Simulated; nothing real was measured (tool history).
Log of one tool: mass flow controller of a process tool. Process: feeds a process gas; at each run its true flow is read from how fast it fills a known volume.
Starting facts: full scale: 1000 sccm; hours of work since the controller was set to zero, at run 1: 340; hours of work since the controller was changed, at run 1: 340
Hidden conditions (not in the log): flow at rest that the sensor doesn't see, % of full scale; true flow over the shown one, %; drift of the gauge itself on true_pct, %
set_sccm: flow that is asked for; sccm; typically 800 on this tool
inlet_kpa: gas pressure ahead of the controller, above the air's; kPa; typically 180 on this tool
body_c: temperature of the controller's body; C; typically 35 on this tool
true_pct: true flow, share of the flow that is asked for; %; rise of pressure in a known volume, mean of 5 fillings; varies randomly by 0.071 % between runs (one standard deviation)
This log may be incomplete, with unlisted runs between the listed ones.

run	hour	set_sccm	inlet_kpa	body_c	hours of work since the controller was set to zero	hours of work since the controller was changed	true_pct
1	0	800	180	35	340	340	100.22
2	220.6	800	180	35	508	508	100.42
3	508.1	800	180	35	726	726	100.3
4	713.3	800	180	35	882	882	100.46
5	970.7	800	174	35	1077	1077	100.4
6	1148.9	800	174	35	1213	1213	100.42
7	1441.9	800	180	35	1435	1435	100.55
8	1795.2	149	180	35	1704	1704	99.76
9	2179.4	800	180	34	1995	1995	100.47
10	2479.2	800	180	34	2223	2223	100.56
11	2877.7	800	180	35	2526	2526	100.7
12	3060	800	180	29	2664	2664	100.5
13	3331	800	180	29	2870	2870	100.67

Forecast run 14:
14	3562.6	800	180	29	3046	3046	?

{"run 14": {"true_pct": 100.5}}
Minus the tool's unlogged condition, the same run would have read true_pct 99.94 %.

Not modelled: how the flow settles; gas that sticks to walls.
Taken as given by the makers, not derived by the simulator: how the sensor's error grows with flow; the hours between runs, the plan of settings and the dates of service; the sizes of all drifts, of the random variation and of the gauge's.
